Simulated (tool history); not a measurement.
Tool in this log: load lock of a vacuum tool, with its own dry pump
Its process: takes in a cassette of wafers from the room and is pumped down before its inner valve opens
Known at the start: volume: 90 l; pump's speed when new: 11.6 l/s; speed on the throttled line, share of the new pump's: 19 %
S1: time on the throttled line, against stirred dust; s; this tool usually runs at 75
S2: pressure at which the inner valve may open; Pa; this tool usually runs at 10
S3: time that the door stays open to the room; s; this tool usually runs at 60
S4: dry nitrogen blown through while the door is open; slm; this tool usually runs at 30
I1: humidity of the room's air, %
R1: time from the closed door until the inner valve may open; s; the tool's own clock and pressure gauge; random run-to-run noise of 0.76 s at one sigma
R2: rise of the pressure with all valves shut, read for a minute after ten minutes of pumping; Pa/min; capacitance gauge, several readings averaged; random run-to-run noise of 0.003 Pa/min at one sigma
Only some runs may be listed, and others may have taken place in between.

run	hour	S1	S2	S3	S4	I1	R1	R2
1	0	75	10	60	30	45.1	133.6	0.088
2	62.9	75	10	60	30	45.5	133.8	0.083
3	154.9	75	10	60	30	44.4	135	0.097
4	235.6	75	10	60	30	47.2	134.8	0.09
5	342.7	150	10	60	30	44.7	195.6	0.097
6	418.5	150	10	60	30	44	194.7	0.095
7	506	75	10	60	31	46.5	133.8	0.101
8	600	75	10	60	31	43.6	135.5	0.101
9	708.6	75	10	60	31	40.9	135.6	0.103
10	766.3	75	10	60	31	47	135.5	0.105
11	867.9	75	10	60	30	48.2	134.7	0.113
12	926.8	75	10	60	30	45.6	134.4	0.112
13	998.3	75	10	60	30	42.4	134	0.11
14	1093.1	75	10	60	30	41.5	135.1	0.112
15	1147.2	89	10	60	30	42.3	144.5	0.115
16	1257	89	10	60	30	44.7	146.5	0.124
17	1363.3	89	10	60	30	46.4	144.8	0.125
18	1412.5	89	10	60	30	45.5	144.8	0.124
19	1477.4	127	10	60	12	47.4	177.9	0.141
20	1547.8	131	10	60	17	43.4	179.8	0.128
21	1629.6	131	15	60	24	44	175	0.132
22	1678.9	51	13	60	24	48.2	113.4	0.141
23	1730.6	51	13	60	24	47.9	113.7	0.136
24	1782.4	60	20	138	19	45	118	0.147
25	1859.1	39	10	36	12	44.5	105.2	0.136
26	1965.7	39	10	36	12	43.7	105.3	0.135
27	2016.7	75	11	60	30	46.2	133	0.141
28	2075.9	75	11	60	30	43.8	134.5	0.141
29	2131.6	129	10	60	19	45.3	178.2	0.146
30	2240.6	129	13	60	20	45.6	176.1	0.155
31	2291.4	129	13	60	20	45.4	177	0.159
32	2386.5	129	13	60	4	43.7	177.5	0.168
33	2464.5	125	10	60	23	44.1	175.4	0.156
34	2548.9	125	10	60	23	47.1	176	0.159
35	2611.9	150	7	57	6	42.8	198.4	0.169
36	2662.2	150	7	57	6	44.4	200.8	0.17

Consider 4 possible next runs. They are alternatives, not a sequence: every one starts from the tool as it was left by run 36. What does each give?
A	2760.8	75	17	52	30	43	?	?
B	2760.8	150	7	57	9	45.5	?	?
C	2760.8	45	10	60	30	46.7	?	?
D	2760.8	75	15	52	38	43.6	?	?

run	R1	R2
A	130.4	0.159
B	199.3	0.174
C	110.2	0.162
D	132.4	0.157
Without the tool's hidden state the same runs would have given:
run	R1	R2
A	128.9	0.025
B	197.9	0.042
C	108.3	0.03
D	130.8	0.022
